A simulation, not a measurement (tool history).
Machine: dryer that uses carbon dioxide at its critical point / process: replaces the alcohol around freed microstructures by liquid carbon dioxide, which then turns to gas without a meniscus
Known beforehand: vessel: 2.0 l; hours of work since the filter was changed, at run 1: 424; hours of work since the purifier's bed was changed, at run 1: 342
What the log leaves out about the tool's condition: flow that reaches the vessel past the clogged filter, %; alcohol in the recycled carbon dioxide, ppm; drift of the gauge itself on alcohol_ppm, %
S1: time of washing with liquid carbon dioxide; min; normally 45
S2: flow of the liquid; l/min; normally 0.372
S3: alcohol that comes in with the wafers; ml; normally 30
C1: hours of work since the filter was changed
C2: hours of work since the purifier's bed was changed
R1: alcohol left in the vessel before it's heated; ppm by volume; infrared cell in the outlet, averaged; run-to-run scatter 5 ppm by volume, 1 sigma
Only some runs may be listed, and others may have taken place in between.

| run | hour | S1 | S2 | S3 | C1 | C2 | R1 |
|---|---|---|---|---|---|---|---|
| 1 | 0 | 45 | 0.372 | 30 | 424 | 342 | 123 |
| 2 | 23.3 | 45 | 0.372 | 58 | 434 | 352 | 149 |
| 3 | 43.3 | 45 | 0.372 | 105 | 443 | 360 | 203 |
| 4 | 64.5 | 66 | 0.372 | 30 | 451 | 369 | 109 |
|  | 75.6 | inlet filter changed |
| 5 | 90.1 | 45 | 0.372 | 30 | 6 | 379 | 105 |
| 6 | 107.7 | 45 | 0.372 | 30 | 13 | 387 | 123 |
| 7 | 126.9 | 45 | 0.372 | 30 | 21 | 395 | 120 |
| 8 | 148.2 | 45 | 0.372 | 30 | 30 | 404 | 130 |
| 9 | 185.5 | 45 | 0.372 | 30 | 46 | 419 | 128 |
| 10 | 204.2 | 45 | 0.372 | 30 | 54 | 427 | 133 |
| 11 | 236.5 | 32 | 0.372 | 30 | 67 | 440 | 195 |
| 12 | 274.6 | 45 | 0.372 | 30 | 83 | 456 | 145 |
| 13 | 309.8 | 45 | 0.372 | 23 | 98 | 471 | 146 |
| 14 | 340.4 | 45 | 0.372 | 23 | 111 | 484 | 134 |
| 15 | 373.3 | 45 | 0.372 | 23 | 124 | 498 | 136 |
| 16 | 401.7 | 45 | 0.372 | 23 | 136 | 509 | 155 |
| 17 | 424.7 | 45 | 0.372 | 23 | 146 | 519 | 150 |
| 18 | 441.8 | 45 | 0.372 | 23 | 153 | 526 | 161 |
| 19 | 473.3 | 45 | 0.372 | 23 | 166 | 539 | 161 |
|  | 490.9 | purifier's bed changed |
| 20 | 505.5 | 38 | 0.372 | 23 | 178 | 6 | 40 |
| 21 | 537.4 | 32 | 0.587 | 32 | 192 | 19 | 6 |
| 22 | 573.8 | 32 | 0.587 | 32 | 207 | 35 | 17 |
| 23 | 601.1 | 67 | 0.427 | 84 | 218 | 46 | 24 |
| 24 | 633.2 | 45 | 0.408 | 30 | 232 | 60 | 37 |
| 25 | 658.8 | 45 | 0.293 | 30 | 242 | 70 | 90 |
| 26 | 678.3 | 49 | 0.44 | 62 | 251 | 78 | 32 |
| 27 | 705.4 | 31 | 0.372 | 30 | 262 | 90 | 178 |
| 28 | 732.2 | 36 | 0.372 | 30 | 273 | 101 | 100 |
| 29 | 771.9 | 36 | 0.372 | 43 | 290 | 117 | 128 |
| 30 | 789.6 | 36 | 0.357 | 32 | 297 | 125 | 133 |
| 31 | 827.3 | 34 | 0.485 | 32 | 313 | 141 | 65 |
| 32 | 862.8 | 57 | 0.485 | 32 | 328 | 155 | 40 |
| 33 | 896.6 | 65 | 0.44 | 119 | 342 | 170 | 53 |
| 34 | 936 | 45 | 0.308 | 46 | 358 | 186 | 150 |
| 35 | 954.7 | 45 | 0.351 | 50 | 366 | 194 | 101 |
| 36 | 984.7 | 45 | 0.351 | 50 | 379 | 206 | 110 |
| 37 | 1005.3 | 62 | 0.237 | 83 | 387 | 215 | 190 |
| 38 | 1044.7 | 45 | 0.372 | 104 | 404 | 231 | 146 |
| 39 | 1062.5 | 45 | 0.372 | 104 | 411 | 239 | 160 |

Consider 4 possible next runs. They are alternatives, not a sequence: every one starts from the tool as it was left by run 39. What does each give?
| A | 1081.9 | 39 | 0.372 | 37 | 419 | 247 | ? |
| B | 1081.9 | 47 | 0.366 | 80 | 419 | 247 | ? |
| C | 1081.9 | 45 | 0.38 | 51 | 419 | 247 | ? |
| D | 1081.9 | 45 | 0.529 | 30 | 419 | 247 | ? |

| run | R1 |
|---|---|
| A | 137 |
| B | 128 |
| C | 105 |
| D | 75 |
The same runs, with their run-to-run variation unchanged, on a tool lacking any hidden condition would have given:
| run | R1 |
|---|---|
| A | 23 |
| B | 23 |
| C | 11 |
| D | 6 |

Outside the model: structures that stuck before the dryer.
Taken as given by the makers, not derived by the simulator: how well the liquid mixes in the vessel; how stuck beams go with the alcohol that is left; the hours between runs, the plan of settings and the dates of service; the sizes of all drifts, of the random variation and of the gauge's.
